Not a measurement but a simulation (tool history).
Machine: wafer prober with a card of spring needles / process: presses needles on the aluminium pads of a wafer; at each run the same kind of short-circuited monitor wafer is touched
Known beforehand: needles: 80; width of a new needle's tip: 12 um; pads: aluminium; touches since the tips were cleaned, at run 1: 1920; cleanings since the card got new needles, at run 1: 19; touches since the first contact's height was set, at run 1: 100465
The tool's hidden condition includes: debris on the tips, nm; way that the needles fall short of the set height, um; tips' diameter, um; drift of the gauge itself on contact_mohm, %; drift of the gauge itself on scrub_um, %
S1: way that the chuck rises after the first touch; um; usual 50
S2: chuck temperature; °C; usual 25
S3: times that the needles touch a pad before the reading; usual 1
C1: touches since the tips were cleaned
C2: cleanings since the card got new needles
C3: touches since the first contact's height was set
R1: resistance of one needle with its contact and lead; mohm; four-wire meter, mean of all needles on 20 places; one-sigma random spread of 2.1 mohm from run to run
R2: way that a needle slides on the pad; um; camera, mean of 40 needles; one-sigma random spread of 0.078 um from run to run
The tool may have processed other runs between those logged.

{"run": 1, "hour": 0.0, "S1": 50, "S2": 25, "S3": 1, "C1": 1920, "C2": 19, "C3": 100465, "R1": 484, "R2": 11.97}
{"hour": 7.5, "done": "tips cleaned on abrasive film"}
{"run": 2, "hour": 9.3, "S1": 50, "S2": 37, "S3": 1, "C1": 686, "C2": 20, "C3": 104040, "R1": 371, "R2": 12.23}
{"hour": 19.4, "done": "tips cleaned on abrasive film"}
{"run": 3, "hour": 24.9, "S1": 50, "S2": 37, "S3": 1, "C1": 2142, "C2": 21, "C3": 110049, "R1": 489, "R2": 12.03}
{"hour": 31.4, "done": "tips cleaned on abrasive film"}
{"run": 4, "hour": 40.3, "S1": 50, "S2": 25, "S3": 2, "C1": 3474, "C2": 22, "C3": 115981, "R1": 430, "R2": 11.84}
{"hour": 43.8, "done": "tips cleaned on abrasive film"}
{"hour": 48.8, "done": "height of the first contact set anew"}
{"run": 5, "hour": 55.3, "S1": 50, "S2": 25, "S3": 1, "C1": 4310, "C2": 23, "C3": 2493, "R1": 565, "R2": 12.68}
{"hour": 56.3, "done": "tips cleaned on abrasive film"}
{"hour": 68.4, "done": "tips cleaned on abrasive film"}
{"run": 6, "hour": 68.8, "S1": 50, "S2": 25, "S3": 1, "C1": 129, "C2": 25, "C3": 7654, "R1": 276, "R2": 12.5}

For run 7, what comes out?
{"hour": 80.6, "done": "tips cleaned on abrasive film"}
{"run": 7, "hour": 82.5, "S1": 46, "S2": 25, "S3": 3, "C1": 735, "C2": 26, "C3": 12940, "R1": "?", "R2": "?"}

{"run 7": {"R1": 292, "R2": 11.52}}
Were there no unlogged condition in the tool, this run, its random variation unchanged, would have produced R1 236 mohm, R2 11.6 um.
